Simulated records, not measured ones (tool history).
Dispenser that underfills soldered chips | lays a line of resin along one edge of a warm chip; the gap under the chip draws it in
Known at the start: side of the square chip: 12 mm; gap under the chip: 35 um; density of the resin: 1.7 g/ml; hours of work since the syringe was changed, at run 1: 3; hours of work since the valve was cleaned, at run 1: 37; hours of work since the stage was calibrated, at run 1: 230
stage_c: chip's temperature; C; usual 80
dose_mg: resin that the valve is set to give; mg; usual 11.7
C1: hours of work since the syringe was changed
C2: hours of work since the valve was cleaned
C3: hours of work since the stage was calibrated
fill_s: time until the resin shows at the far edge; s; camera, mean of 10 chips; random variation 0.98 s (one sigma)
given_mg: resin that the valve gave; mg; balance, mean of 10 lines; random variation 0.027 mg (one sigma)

Run 1, hour 0: usual settings; C1 3; C2 37; C3 230. Result: fill_s 120.8 s, given_mg 11.57 mg.
At hour 7.1: new syringe of resin.
Run 2, hour 7.8: usual settings; C1 1; C2 42; C3 235. Result: fill_s 102.2 s, given_mg 11.45 mg.
At hour 13.7: dispensing valve cleaned and set on the balance.
Run 3, hour 16.4: usual settings; C1 6; C2 2; C3 241. Result: fill_s 160.8 s, given_mg 11.7 mg.
At hour 18.7: new syringe of resin.
Run 4, hour 20.2: usual settings but stage_c 75 C; C1 1; C2 5; C3 244. Result: fill_s 138 s, given_mg 11.72 mg.
Run 5, hour 27.2: usual settings but stage_c 94 C; C1 7; C2 10; C3 249. Result: fill_s 82.6 s, given_mg 11.63 mg.
At hour 29: new syringe of resin.
Run 6, hour 35.6: usual settings but stage_c 94 C; C1 5; C2 16; C3 255. Result: fill_s 74.5 s, given_mg 11.67 mg.
At hour 39.7: new syringe of resin.
Run 7, hour 43.3: usual settings but stage_c 94 C; C1 3; C2 22; C3 261. Result: fill_s 62.9 s, given_mg 11.65 mg.
Run 8, hour 47.9: usual settings but stage_c 94 C; C1 6; C2 25; C3 264. Result: fill_s 80.7 s, given_mg 11.61 mg.
At hour 49.9: new syringe of resin.
Run 9, hour 52.5: usual settings but stage_c 66 C; C1 2; C2 29; C3 268. Result: fill_s 246.3 s, given_mg 11.6 mg.
Run 10, hour 56.2: usual settings but stage_c 87 C, dose_mg 14.7 mg; C1 5; C2 31; C3 270. Result: fill_s 97.6 s, given_mg 14.56 mg.
Run 11, hour 59.6: usual settings but stage_c 91 C, dose_mg 13.6 mg; C1 7; C2 34; C3 273. Result: fill_s 100.4 s, given_mg 13.47 mg.
At hour 60.5: new syringe of resin.
Run 12, hour 67.3: usual settings but stage_c 91 C, dose_mg 13.6 mg; C1 5; C2 40; C3 279. Result: fill_s 84.5 s, given_mg 13.41 mg.
At hour 71.1: new syringe of resin.
Run 13, hour 72.9: usual settings; C1 1; C2 44; C3 283. Result: fill_s 110.1 s, given_mg 11.51 mg.
At hour 76.9: dispensing valve cleaned and set on the balance.
Run 14, hour 77.6: usual settings but stage_c 89 C, dose_mg 13.9 mg; C1 4; C2 1; C3 286. Result: fill_s 84.4 s, given_mg 13.87 mg.
At hour 82.4: new syringe of resin.
Run 15, hour 82.6: usual settings but stage_c 89 C, dose_mg 13.9 mg; C1 0; C2 4; C3 289. Result: fill_s 63.3 s, given_mg 13.84 mg.
Run 16, hour 86.4: usual settings but stage_c 89 C, dose_mg 13.9 mg; C1 3; C2 7; C3 292. Result: fill_s 80.3 s, given_mg 13.87 mg.
At hour 92.6: new syringe of resin.
Run 17, hour 93.2: usual settings but stage_c 73 C, dose_mg 10.4 mg; C1 0; C2 12; C3 297. Result: fill_s 157.8 s, given_mg 10.3 mg.
Run 18, hour 97.7: usual settings but stage_c 67 C, dose_mg 14.1 mg; C1 4; C2 15; C3 300. Result: fill_s 256.1 s, given_mg 14.01 mg.

Measured less the same run without the tool's hidden state. The same run-to-run variation is in both; the gauge's scatter may not be:
The hidden state here: resin's viscosity, % of fresh resin's; dose that the valve gives, % of what is set; true chip temperature over the reading, C; drift of the gauge itself on fill_s, %; drift of the gauge itself on given_mg, %.
run  fill_s  given_mg
  1   +28.1     -0.16
  2    +9.7     -0.18
  3   +66.8        +0
  4   +19.2     -0.02
  5   +34.7     -0.03
  6   +26.9     -0.07
  7     +15     -0.08
  8   +33.6      -0.1
  9   +49.3     -0.11
 10     +34     -0.15
 11   +46.8     -0.15
 12   +31.1     -0.17
 13     +17     -0.17
 14   +26.4     -0.03
 15    +5.1     -0.05
 16   +20.8     -0.06
 17   +16.8     -0.06
 18   +79.3      -0.1

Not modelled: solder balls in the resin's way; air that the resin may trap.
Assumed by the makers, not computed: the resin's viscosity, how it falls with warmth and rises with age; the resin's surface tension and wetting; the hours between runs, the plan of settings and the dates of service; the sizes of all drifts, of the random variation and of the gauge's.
